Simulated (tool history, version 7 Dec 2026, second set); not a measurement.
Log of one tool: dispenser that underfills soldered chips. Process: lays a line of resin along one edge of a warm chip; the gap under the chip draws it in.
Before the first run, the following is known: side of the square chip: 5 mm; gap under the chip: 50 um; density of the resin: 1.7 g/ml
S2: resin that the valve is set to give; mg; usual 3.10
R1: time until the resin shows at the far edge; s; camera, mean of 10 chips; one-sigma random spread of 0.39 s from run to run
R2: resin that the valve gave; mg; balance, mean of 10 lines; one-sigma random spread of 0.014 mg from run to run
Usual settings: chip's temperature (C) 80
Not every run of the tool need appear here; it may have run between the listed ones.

{"run": 1, "day": 0.0, "chip's temperature (C)": 80, "S2": 3.1, "R1": 28.0, "R2": 3.11}
{"day": 0.104, "done": "new syringe of resin"}
{"run": 2, "day": 0.179, "chip's temperature (C)": 80, "S2": 3.1, "R1": 25.6, "R2": 3.08}
{"run": 3, "day": 0.425, "chip's temperature (C)": 80, "S2": 3.1, "R1": 30.5, "R2": 3.08}
{"day": 0.471, "done": "new syringe of resin"}
{"run": 4, "day": 0.621, "chip's temperature (C)": 80, "S2": 3.1, "R1": 26.0, "R2": 3.07}
{"day": 0.842, "done": "new syringe of resin"}
{"run": 5, "day": 0.883, "chip's temperature (C)": 80, "S2": 3.1, "R1": 25.1, "R2": 3.08}
{"run": 6, "day": 1.167, "chip's temperature (C)": 80, "S2": 3.1, "R1": 30.7, "R2": 3.04}
{"day": 1.208, "done": "new syringe of resin"}
{"run": 7, "day": 1.338, "chip's temperature (C)": 80, "S2": 3.1, "R1": 27.3, "R2": 3.03}
{"run": 8, "day": 1.504, "chip's temperature (C)": 80, "S2": 3.1, "R1": 30.3, "R2": 3.03}
{"day": 1.562, "done": "new syringe of resin"}
{"run": 9, "day": 1.7, "chip's temperature (C)": 80, "S2": 3.1, "R1": 26.9, "R2": 3.04}
{"day": 1.925, "done": "new syringe of resin"}
{"run": 10, "day": 1.996, "chip's temperature (C)": 94, "S2": 3.1, "R1": 15.3, "R2": 3.0}
{"run": 11, "day": 2.188, "chip's temperature (C)": 82, "S2": 3.18, "R1": 26.5, "R2": 3.09}
{"day": 2.283, "done": "new syringe of resin"}
{"run": 12, "day": 2.446, "chip's temperature (C)": 66, "S2": 3.18, "R1": 50.9, "R2": 3.05}
{"day": 2.642, "done": "new syringe of resin"}
{"run": 13, "day": 2.646, "chip's temperature (C)": 81, "S2": 2.86, "R1": 24.4, "R2": 2.77}
{"run": 14, "day": 2.788, "chip's temperature (C)": 95, "S2": 3.76, "R1": 14.5, "R2": 3.62}
{"day": 3.008, "done": "new syringe of resin"}
{"run": 15, "day": 3.038, "chip's temperature (C)": 95, "S2": 3.76, "R1": 12.9, "R2": 3.64}
{"run": 16, "day": 3.283, "chip's temperature (C)": 95, "S2": 3.76, "R1": 15.3, "R2": 3.6}
{"day": 3.379, "done": "new syringe of resin"}
{"run": 17, "day": 3.512, "chip's temperature (C)": 68, "S2": 3.1, "R1": 44.2, "R2": 2.95}
{"day": 3.742, "done": "new syringe of resin"}
{"run": 18, "day": 3.762, "chip's temperature (C)": 86, "S2": 2.94, "R1": 19.5, "R2": 2.81}
{"run": 19, "day": 3.908, "chip's temperature (C)": 86, "S2": 2.94, "R1": 21.6, "R2": 2.82}
{"run": 20, "day": 4.05, "chip's temperature (C)": 94, "S2": 3.8, "R1": 16.5, "R2": 3.59}

4 ways to go on from here, each from the tool as it stands after run 20. What would each give?
{"day": 4.112, "done": "new syringe of resin"}
{"run": "A", "day": 4.25, "chip's temperature (C)": 78, "S2": 3.96, "R1": "?", "R2": "?"}
{"day": 4.112, "done": "new syringe of resin"}
{"run": "B", "day": 4.25, "chip's temperature (C)": 67, "S2": 3.11, "R1": "?", "R2": "?"}
{"day": 4.112, "done": "new syringe of resin"}
{"run": "C", "day": 4.25, "chip's temperature (C)": 69, "S2": 3.1, "R1": "?", "R2": "?"}
{"day": 4.112, "done": "new syringe of resin"}
{"run": "D", "day": 4.25, "chip's temperature (C)": 89, "S2": 3.82, "R1": "?", "R2": "?"}

run=A R1=28.4 R2=3.72
run=B R1=46.9 R2=2.93
run=C R1=43.4 R2=2.94
run=D R1=18.2 R2=3.60
With the hidden condition removed and each run's random variation left untouched, the same runs would have given:
run=A R1=26.2 R2=3.94
run=B R1=43.0 R2=3.10
run=C R1=39.8 R2=3.11
run=D R1=16.8 R2=3.81
